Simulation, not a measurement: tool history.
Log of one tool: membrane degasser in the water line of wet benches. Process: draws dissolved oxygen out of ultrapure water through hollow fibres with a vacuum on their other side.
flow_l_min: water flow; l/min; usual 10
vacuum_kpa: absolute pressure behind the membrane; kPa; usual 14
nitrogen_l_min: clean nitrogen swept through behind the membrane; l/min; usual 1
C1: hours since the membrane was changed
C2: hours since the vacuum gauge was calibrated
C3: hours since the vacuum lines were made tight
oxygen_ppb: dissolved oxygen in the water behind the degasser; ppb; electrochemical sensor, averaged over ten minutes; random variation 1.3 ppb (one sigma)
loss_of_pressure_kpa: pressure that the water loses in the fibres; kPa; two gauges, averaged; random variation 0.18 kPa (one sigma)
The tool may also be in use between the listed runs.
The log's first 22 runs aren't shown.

Run 23, day 64.45: usual settings but flow_l_min 13 l/min, nitrogen_l_min 0.94 l/min; C1 5133; C2 2742; C3 1525. Result: oxygen_ppb 359.7 ppb, loss_of_pressure_kpa 43.04 kPa.
Run 24, day 66.804: usual settings but flow_l_min 13 l/min, nitrogen_l_min 0.94 l/min; C1 5190; C2 2798; C3 1581. Result: oxygen_ppb 359.5 ppb, loss_of_pressure_kpa 42.83 kPa.
Run 25, day 68.525: usual settings but vacuum_kpa 18.7 kPa, nitrogen_l_min 1.39 l/min; C1 5231; C2 2840; C3 1623. Result: oxygen_ppb 275.9 ppb, loss_of_pressure_kpa 33.26 kPa.
Run 26, day 71.333: usual settings but vacuum_kpa 18.7 kPa, nitrogen_l_min 1.39 l/min; C1 5298; C2 2907; C3 1690. Result: oxygen_ppb 274.7 ppb, loss_of_pressure_kpa 32.86 kPa.
Run 27, day 73.367: usual settings but flow_l_min 8 l/min, vacuum_kpa 13 kPa, nitrogen_l_min 0.4 l/min; C1 5347; C2 2956; C3 1739. Result: oxygen_ppb 434.3 ppb, loss_of_pressure_kpa 26.87 kPa.
Run 28, day 76.346: usual settings but flow_l_min 6 l/min, vacuum_kpa 24.6 kPa, nitrogen_l_min 1.24 l/min; C1 5419; C2 3027; C3 1810. Result: oxygen_ppb 260.5 ppb, loss_of_pressure_kpa 19.77 kPa.
Run 29, day 78.975: usual settings but flow_l_min 6 l/min, vacuum_kpa 24.6 kPa, nitrogen_l_min 1.24 l/min; C1 5482; C2 3090; C3 1874. Result: oxygen_ppb 259.4 ppb, loss_of_pressure_kpa 19.84 kPa.
Run 30, day 82.025: usual settings but vacuum_kpa 24.1 kPa, nitrogen_l_min 2.44 l/min; C1 5555; C2 3164; C3 1947. Result: oxygen_ppb 218.3 ppb, loss_of_pressure_kpa 33.25 kPa.
Run 31, day 85.592: usual settings but flow_l_min 6 l/min, vacuum_kpa 24.1 kPa, nitrogen_l_min 0.72 l/min; C1 5640; C2 3249; C3 2032. Result: oxygen_ppb 422.4 ppb, loss_of_pressure_kpa 20.23 kPa.
Run 32, day 89.617: usual settings but flow_l_min 15 l/min, vacuum_kpa 17.3 kPa, nitrogen_l_min 1.28 l/min; C1 5737; C2 3346; C3 2129. Result: oxygen_ppb 418.9 ppb, loss_of_pressure_kpa 49.91 kPa.

4 ways to go on from here, each from the tool as it stands after run 32. What would each give?
Run A, day 92.733: usual settings but vacuum_kpa 12.1 kPa, nitrogen_l_min 0.58 l/min; C1 5812; C2 3421; C3 2204. Result: oxygen_ppb ?, loss_of_pressure_kpa ?.
Run B, day 92.733: usual settings but flow_l_min 8 l/min, vacuum_kpa 10.7 kPa, nitrogen_l_min 0.48 l/min; C1 5812; C2 3421; C3 2204. Result: oxygen_ppb ?, loss_of_pressure_kpa ?.
Run C, day 92.733: usual settings but flow_l_min 15 l/min, vacuum_kpa 15.4 kPa, nitrogen_l_min 1.28 l/min; C1 5812; C2 3421; C3 2204. Result: oxygen_ppb ?, loss_of_pressure_kpa ?.
Run D, day 92.733: usual settings but flow_l_min 14 l/min, vacuum_kpa 11 kPa, nitrogen_l_min 1.28 l/min; C1 5812; C2 3421; C3 2204. Result: oxygen_ppb ?, loss_of_pressure_kpa ?.

run  oxygen_ppb  loss_of_pressure_kpa
  A       353.4                 33.12
  B       291.3                 26.58
  C       368.3                 49.55
  D       232.4                 46.35
Without the tool's hidden state the same runs would have given:
run  oxygen_ppb  loss_of_pressure_kpa
  A       340.7                 31.35
  B       279.8                 25.16
  C       350.6                 46.89
  D       218.2                 43.86
